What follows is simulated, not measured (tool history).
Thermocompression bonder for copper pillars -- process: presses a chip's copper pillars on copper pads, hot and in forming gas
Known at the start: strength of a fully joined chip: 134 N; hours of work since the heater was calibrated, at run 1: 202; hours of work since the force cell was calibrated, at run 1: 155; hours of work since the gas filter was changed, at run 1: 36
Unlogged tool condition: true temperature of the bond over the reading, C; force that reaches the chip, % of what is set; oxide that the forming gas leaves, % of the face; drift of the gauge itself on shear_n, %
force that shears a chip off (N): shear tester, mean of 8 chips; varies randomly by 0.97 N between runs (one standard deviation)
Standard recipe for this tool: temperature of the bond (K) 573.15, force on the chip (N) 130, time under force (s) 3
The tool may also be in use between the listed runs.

run  hour  temperature of the bond (K)  force on the chip (N)  time under force (s)  hours of work since the heater was calibrated  hours of work since the force cell was calibrated  hours of work since the gas filter was changed  force that shears a chip off (N)
  1   0.0                       573.15                    130                     3                                            202                                                155                                              36                              82.5
  2   5.4                       573.15                    130                     3                                            204                                                158                                              38                              80.0
  3  11.4                       573.15                    130                     3                                            207                                                160                                              41                              82.1
  4  21.3                       573.15                    130                     3                                            211                                                164                                              45                              81.4
  5  29.2                       573.15                    130                     3                                            214                                                167                                              48                              81.6
  6  34.3                       578.15                    130                     3                                            216                                                169                                              50                              83.9
  7  39.8                       578.15                    130                     3                                            218                                                172                                              52                              81.8
  8  48.1                       602.15                    109                     2                                            222                                                175                                              56                              82.2
  9  59.7                       602.15                    118                     5                                            226                                                180                                              61                             104.1
 10  68.4                       563.15                     88                     6                                            230                                                183                                              64                              71.7
 11  73.7                       563.15                     88                     3                                            232                                                185                                              66                              56.5
 12  82.8                       563.15                     88                     3                                            236                                                189                                              70                              55.4
 13  92.0                       552.15                     79                     7                                            239                                                193                                              74                              62.3

A few steps of force that shears a chip off (N) between consecutive runs. Split each: what settings, incoming material and random variation would produce without the hidden state, and what is left over for the hidden state, along with gauge scatter present in only one of the two compared results (measured, and without hidden state):
Run 9 -> 10: temperature of the bond (K) 602.15 -> 563.15, force on the chip (N) 118 -> 88, time under force (s) 5 -> 6. force that shears a chip off (N) -32.4: hidden state +1.4, all else -33.8.
